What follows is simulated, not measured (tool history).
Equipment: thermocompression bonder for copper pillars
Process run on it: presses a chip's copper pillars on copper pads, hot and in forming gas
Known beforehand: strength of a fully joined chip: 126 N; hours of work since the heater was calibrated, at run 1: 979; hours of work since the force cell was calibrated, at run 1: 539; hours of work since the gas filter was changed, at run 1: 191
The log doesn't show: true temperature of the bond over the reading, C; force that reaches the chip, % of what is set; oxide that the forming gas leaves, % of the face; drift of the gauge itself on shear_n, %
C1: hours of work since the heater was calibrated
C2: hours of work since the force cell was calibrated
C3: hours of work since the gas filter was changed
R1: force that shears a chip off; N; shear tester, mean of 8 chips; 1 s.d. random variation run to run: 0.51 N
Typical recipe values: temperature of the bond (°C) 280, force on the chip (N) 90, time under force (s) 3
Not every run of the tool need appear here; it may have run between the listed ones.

Run 1, hour 0.0: usual settings; C1 979; C2 539; C3 191. Result: R1 58.3 N.
Run 2, hour 32.5: usual settings but temperature of the bond (°C) 307; C1 997; C2 557; C3 209. Result: R1 76.4 N.
Run 3, hour 52.0: usual settings but temperature of the bond (°C) 307; C1 1008; C2 568; C3 220. Result: R1 76.0 N.
Run 4, hour 77.8: usual settings; C1 1023; C2 583; C3 235. Result: R1 58.2 N.
Run 5, hour 94.3: usual settings but force on the chip (N) 92; C1 1032; C2 592; C3 244. Result: R1 59.3 N.
Run 6, hour 132.7: usual settings; C1 1054; C2 614; C3 266. Result: R1 58.8 N.
Run 7, hour 167.2: usual settings; C1 1074; C2 634; C3 286. Result: R1 58.5 N.
Run 8, hour 198.5: usual settings; C1 1092; C2 652; C3 303. Result: R1 58.5 N.
Run 9, hour 230.5: usual settings; C1 1110; C2 670; C3 322. Result: R1 58.6 N.
Run 10, hour 267.6: usual settings; C1 1131; C2 691; C3 343. Result: R1 58.2 N.
Run 11, hour 290.6: usual settings; C1 1144; C2 704; C3 356. Result: R1 58.4 N.
Run 12, hour 314.9: usual settings but temperature of the bond (°C) 284; C1 1158; C2 718; C3 370. Result: R1 61.4 N.
Run 13, hour 336.5: usual settings but time under force (s) 2; C1 1170; C2 730; C3 382. Result: R1 50.1 N.
Run 14, hour 358.8: usual settings but temperature of the bond (°C) 303, time under force (s) 2; C1 1183; C2 743; C3 395. Result: R1 64.8 N.
At hour 362.9: forming gas filter changed.
Run 15, hour 377.1: usual settings; C1 1193; C2 753; C3 8. Result: R1 58.3 N.
Run 16, hour 394.7: usual settings; C1 1203; C2 763; C3 18. Result: R1 59.1 N.
Run 17, hour 417.2: usual settings; C1 1216; C2 776; C3 31. Result: R1 58.3 N.
Run 18, hour 437.0: usual settings; C1 1227; C2 787; C3 42. Result: R1 59.3 N.
Run 19, hour 455.2: usual settings; C1 1237; C2 797; C3 53. Result: R1 58.9 N.
At hour 463.7: heater calibrated with a thermocouple chip.
Run 20, hour 493.1: usual settings but time under force (s) 2; C1 17; C2 818; C3 73. Result: R1 50.8 N.
Run 21, hour 527.1: usual settings but time under force (s) 2; C1 36; C2 837; C3 92. Result: R1 50.9 N.
Run 22, hour 547.0: usual settings but force on the chip (N) 84, time under force (s) 6; C1 47; C2 848; C3 104. Result: R1 71.6 N.
Run 23, hour 569.3: usual settings but temperature of the bond (°C) 274, force on the chip (N) 109; C1 60; C2 861; C3 116. Result: R1 62.4 N.
Run 24, hour 597.6: usual settings but temperature of the bond (°C) 274, force on the chip (N) 109; C1 76; C2 877; C3 132. Result: R1 62.5 N.
Run 25, hour 632.6: usual settings but temperature of the bond (°C) 274, force on the chip (N) 75; C1 96; C2 897; C3 152. Result: R1 46.8 N.
Run 26, hour 660.4: usual settings but temperature of the bond (°C) 259, force on the chip (N) 83, time under force (s) 8; C1 112; C2 913; C3 168. Result: R1 62.8 N.
Run 27, hour 700.5: usual settings but temperature of the bond (°C) 295, force on the chip (N) 84, time under force (s) 4; C1 135; C2 936; C3 191. Result: R1 72.6 N.
Run 28, hour 725.0: usual settings but temperature of the bond (°C) 295, force on the chip (N) 84, time under force (s) 4; C1 149; C2 950; C3 205. Result: R1 72.2 N.
Run 29, hour 747.8: usual settings but temperature of the bond (°C) 295, force on the chip (N) 84, time under force (s) 4; C1 162; C2 963; C3 218. Result: R1 71.8 N.
Run 30, hour 783.7: usual settings but temperature of the bond (°C) 287, force on the chip (N) 129, time under force (s) 2; C1 182; C2 983; C3 238. Result: R1 69.6 N.
Run 31, hour 810.2: usual settings; C1 197; C2 998; C3 253. Result: R1 58.5 N.
Run 32, hour 826.9: usual settings but temperature of the bond (°C) 282, force on the chip (N) 114; C1 207; C2 1008; C3 263. Result: R1 69.6 N.
Run 33, hour 867.8: usual settings but temperature of the bond (°C) 282, force on the chip (N) 114; C1 230; C2 1031; C3 286. Result: R1 69.2 N.
Run 34, hour 908.3: usual settings but temperature of the bond (°C) 296, time under force (s) 2; C1 253; C2 1054; C3 309. Result: R1 60.4 N.
Run 35, hour 943.6: usual settings but temperature of the bond (°C) 274, force on the chip (N) 76, time under force (s) 6; C1 273; C2 1074; C3 329. Result: R1 63.3 N.
Run 36, hour 970.4: usual settings but temperature of the bond (°C) 276, time under force (s) 5; C1 288; C2 1089; C3 345. Result: R1 67.2 N.
Run 37, hour 1007.3: usual settings but temperature of the bond (°C) 296, force on the chip (N) 66; C1 309; C2 1110; C3 366. Result: R1 57.2 N.
Run 38, hour 1026.5: usual settings but force on the chip (N) 60; C1 320; C2 1121; C3 376. Result: R1 44.2 N.
Run 39, hour 1059.5: usual settings but force on the chip (N) 60; C1 339; C2 1140; C3 395. Result: R1 44.3 N.
At hour 1063.4: forming gas filter changed.
Run 40, hour 1094.5: usual settings but temperature of the bond (°C) 252, force on the chip (N) 109, time under force (s) 6; C1 359; C2 1160; C3 18. Result: R1 61.4 N.

Forecast each of these 4 alternatives for the next run:
Run A, hour 1112.5: usual settings but temperature of the bond (°C) 267, force on the chip (N) 54; C1 369; C2 1170; C3 28. Result: R1 ?.
Run B, hour 1112.5: usual settings but temperature of the bond (°C) 265, force on the chip (N) 132, time under force (s) 2; C1 369; C2 1170; C3 28. Result: R1 ?.
Run C, hour 1112.5: usual settings but time under force (s) 2; C1 369; C2 1170; C3 28. Result: R1 ?.
Run D, hour 1112.5: usual settings but temperature of the bond (°C) 308, time under force (s) 4; C1 369; C2 1170; C3 28. Result: R1 ?.

run    R1
  A  34.2
  B  55.6
  C  50.3
  D  84.3
Take away the tool's hidden state, keep each run's random variation, and the runs would have read:
run    R1
  A  34.2
  B  55.7
  C  50.3
  D  84.3
